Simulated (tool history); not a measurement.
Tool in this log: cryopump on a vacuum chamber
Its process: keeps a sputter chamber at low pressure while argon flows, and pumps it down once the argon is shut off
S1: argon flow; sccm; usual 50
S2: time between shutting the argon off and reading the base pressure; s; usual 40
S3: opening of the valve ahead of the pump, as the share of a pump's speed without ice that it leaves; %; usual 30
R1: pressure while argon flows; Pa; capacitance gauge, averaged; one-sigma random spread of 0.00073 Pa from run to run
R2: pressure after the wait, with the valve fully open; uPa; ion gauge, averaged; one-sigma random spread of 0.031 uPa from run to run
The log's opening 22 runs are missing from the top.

{"run": 23, "day": 83.525, "S1": 50, "S2": 168, "S3": 32, "R1": 0.1286, "R2": 0.82}
{"run": 24, "day": 88.212, "S1": 50, "S2": 168, "S3": 32, "R1": 0.1318, "R2": 0.84}
{"run": 25, "day": 90.925, "S1": 50, "S2": 168, "S3": 32, "R1": 0.1329, "R2": 0.88}
{"run": 26, "day": 93.683, "S1": 64, "S2": 40, "S3": 30, "R1": 0.1819, "R2": 1.99}
{"run": 27, "day": 97.125, "S1": 51, "S2": 40, "S3": 30, "R1": 0.1461, "R2": 2.02}
{"run": 28, "day": 99.692, "S1": 28, "S2": 40, "S3": 48, "R1": 0.0538, "R2": 2.09}
{"run": 29, "day": 102.679, "S1": 25, "S2": 55, "S3": 25, "R1": 0.0868, "R2": 1.73}
{"run": 30, "day": 106.071, "S1": 100, "S2": 67, "S3": 24, "R1": 0.3683, "R2": 1.59}
{"day": 107.196, "done": "pump warmed up, emptied and cooled again"}
{"run": 31, "day": 109.808, "S1": 68, "S2": 63, "S3": 21, "R1": 0.2615, "R2": 1.41}
{"run": 32, "day": 113.958, "S1": 68, "S2": 63, "S3": 21, "R1": 0.2657, "R2": 1.49}
{"run": 33, "day": 118.692, "S1": 68, "S2": 63, "S3": 21, "R1": 0.2679, "R2": 1.57}

Predict each of these 4 candidate next runs independently; none follows another, all start after run 33:
{"run": "A", "day": 124.121, "S1": 32, "S2": 243, "S3": 30, "R1": "?", "R2": "?"}
{"run": "B", "day": 124.121, "S1": 21, "S2": 106, "S3": 56, "R1": "?", "R2": "?"}
{"run": "C", "day": 124.121, "S1": 73, "S2": 200, "S3": 19, "R1": "?", "R2": "?"}
{"run": "D", "day": 124.121, "S1": 36, "S2": 215, "S3": 51, "R1": "?", "R2": "?"}

run=A R1=0.0913 R2=1.01
run=B R1=0.0337 R2=1.32
run=C R1=0.323 R2=1.05
run=D R1=0.0637 R2=1.07
Stripped of hidden state, with their random variation kept, the same runs would have yielded:
run=A R1=0.085 R2=0.4
run=B R1=0.0295 R2=0.69
run=C R1=0.3084 R2=0.43
run=D R1=0.0565 R2=0.43
